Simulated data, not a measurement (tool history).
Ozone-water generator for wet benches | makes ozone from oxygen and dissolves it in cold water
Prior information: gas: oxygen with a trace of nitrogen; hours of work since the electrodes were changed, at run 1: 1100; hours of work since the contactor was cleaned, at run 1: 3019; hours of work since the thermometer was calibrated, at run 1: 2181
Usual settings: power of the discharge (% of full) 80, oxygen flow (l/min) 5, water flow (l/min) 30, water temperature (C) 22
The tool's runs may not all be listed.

run,day,power of the discharge (% of full),oxygen flow (l/min),water flow (l/min),water temperature (C),hours of work since the electrodes were changed,hours of work since the contactor was cleaned,hours of work since the thermometer was calibrated,dissolved ozone (ppm),ozone in the gas ahead of the water (g/m3)
1,0,80,5,30,22,1100,3019,2181,24.6,297.1
2,1.388,80,5,25,22,1125,3044,2206,29,295
3,2.446,80,5,30,22,1144,3063,2225,24.9,295.9
4,3.9,80,5,47,22,1170,3089,2251,15.4,294
5,5.133,80,5,47,22,1192,3111,2273,15.7,296.8
6,6.475,80,5,30,22,1216,3135,2297,24.9,294.3
7,7.5,87,5,30,22,1235,3153,2315,26.2,308.9
8,8.954,87,5,30,17,1261,3179,2341,27.7,313.7
9,9.854,87,5,30,17,1277,3195,2357,27.4,308.8
10,10.671,87,5,30,17,1292,3210,2372,27.4,311
11,11.362,87,5,30,17,1304,3222,2384,27.6,308.7
12,12.096,50,4.07,46,16,1317,3235,2397,11.7,242.6
13,13.567,50,4.07,46,16,1343,3262,2424,11.4,244.2
14,15.029,70,3.35,30,22,1370,3288,2450,21,325.4
15,16.033,80,5,30,20,1388,3306,2468,25.1,294
16,17.412,80,5,30,20,1412,3331,2493,25.5,292.2
17,18.842,82,7.93,28,22,1438,3356,2518,27.9,239.2

What if the next run were any one of these 3? Each begins from the tool's condition after run 17:
A,20.283,76,5,46,30,1464,3382,2544,?,?
B,20.283,82,7.93,28,24,1464,3382,2544,?,?
C,20.283,47,5,30,22,1464,3382,2544,?,?

run,dissolved ozone (ppm),ozone in the gas ahead of the water (g/m3)
A,14.2,283.4
B,26.9,238.1
C,17.9,209.6
Without the tool's unlogged condition, the same runs would have read:
run,dissolved ozone (ppm),ozone in the gas ahead of the water (g/m3)
A,14.2,288.9
B,27,242.8
C,17.9,213.6

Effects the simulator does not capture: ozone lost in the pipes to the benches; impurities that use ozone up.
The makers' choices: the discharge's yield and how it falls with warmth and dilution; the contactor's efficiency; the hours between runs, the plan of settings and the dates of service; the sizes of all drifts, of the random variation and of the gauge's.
